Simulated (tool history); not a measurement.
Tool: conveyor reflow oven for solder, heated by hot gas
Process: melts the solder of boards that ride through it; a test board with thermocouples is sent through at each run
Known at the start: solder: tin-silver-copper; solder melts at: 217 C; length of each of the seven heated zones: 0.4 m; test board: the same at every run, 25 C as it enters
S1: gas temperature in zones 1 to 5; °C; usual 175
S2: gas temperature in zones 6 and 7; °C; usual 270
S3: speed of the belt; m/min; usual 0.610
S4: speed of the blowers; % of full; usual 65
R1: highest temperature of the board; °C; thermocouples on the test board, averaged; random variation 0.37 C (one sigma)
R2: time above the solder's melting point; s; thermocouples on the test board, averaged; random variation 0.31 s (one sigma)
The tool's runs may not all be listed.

run 1 hour=0.0 | S1=175 S2=270 S3=0.610 S4=65 | R1=255.3 R2=62.2
run 2 hour=12.0 | S1=175 S2=270 S3=0.610 S4=65 | R1=255.8 R2=62.9
run 3 hour=23.4 | S1=175 S2=270 S3=0.610 S4=65 | R1=255.5 R2=62.4
run 4 hour=47.5 | S1=175 S2=270 S3=0.610 S4=65 | R1=255.6 R2=62.6
run 5 hour=61.2 | S1=175 S2=270 S3=0.610 S4=65 | R1=255.4 R2=61.6
run 6 hour=74.0 | S1=175 S2=270 S3=0.610 S4=65 | R1=255.6 R2=62.8
run 7 hour=97.9 | S1=175 S2=270 S3=0.610 S4=65 | R1=255.7 R2=61.9
run 8 hour=111.8 | S1=175 S2=270 S3=0.610 S4=65 | R1=255.2 R2=61.4
run 9 hour=130.0 | S1=175 S2=270 S3=0.675 S4=65 | R1=251.5 R2=53.4
run 10 hour=148.8 | S1=175 S2=270 S3=0.675 S4=65 | R1=251.7 R2=53.4
run 11 hour=172.5 | S1=179 S2=260 S3=0.580 S4=68 | R1=247.7 R2=62.4
run 12 hour=191.2 | S1=178 S2=258 S3=0.684 S4=82 | R1=244.9 R2=50.2
run 13 hour=212.8 | S1=178 S2=258 S3=0.684 S4=82 | R1=245.8 R2=49.9
run 14 hour=223.4 | S1=160 S2=270 S3=0.610 S4=65 | R1=251.7 R2=54.5
run 15 hour=234.1 | S1=175 S2=281 S3=0.727 S4=65 | R1=258.0 R2=52.7
run 16 hour=249.7 | S1=175 S2=281 S3=0.727 S4=65 | R1=257.6 R2=51.8
run 17 hour=272.7 | S1=165 S2=270 S3=0.610 S4=61 | R1=251.3 R2=55.8
run 18 hour=290.8 | S1=175 S2=262 S3=0.638 S4=51 | R1=240.6 R2=45.4
run 19 hour=308.6 | S1=175 S2=270 S3=0.567 S4=65 | R1=255.7 R2=67.9
run 20 hour=326.3 | S1=187 S2=270 S3=0.678 S4=75 | R1=255.0 R2=60.4

Some steps in R1 between neighbouring runs. How much of each would the tool show without its hidden state too (settings, what came in, random variation), and how much is left for the hidden state, with any gauge scatter that isn't in both results?
The hidden state here: heat that the gas passes to the board, % of a clean oven's; belt's true speed, % of the reading; true gas temperature in zones 6 and 7 over the reading, C; drift of the gauge itself on peak_c, C; drift of the gauge itself on liquid_s, %.
Run 11 -> 12: S1 179 -> 178, S2 260 -> 258, S3 0.580 -> 0.684, S4 68 -> 82. R1 -2.8 °C: hidden state -0.3, all else -2.5.
Run 17 -> 18: S1 165 -> 175, S2 270 -> 262, S3 0.610 -> 0.638, S4 61 -> 51. R1 -10.7 °C: hidden state +0.3, all else -11.0.
Run 18 -> 19: S2 262 -> 270, S3 0.638 -> 0.567, S4 51 -> 65. R1 +15.1 °C: hidden state -0.3, all else +15.4.
Run 19 -> 20: S1 175 -> 187, S3 0.567 -> 0.678, S4 65 -> 75. R1 -0.7 °C: hidden state -0.4, all else -0.3.
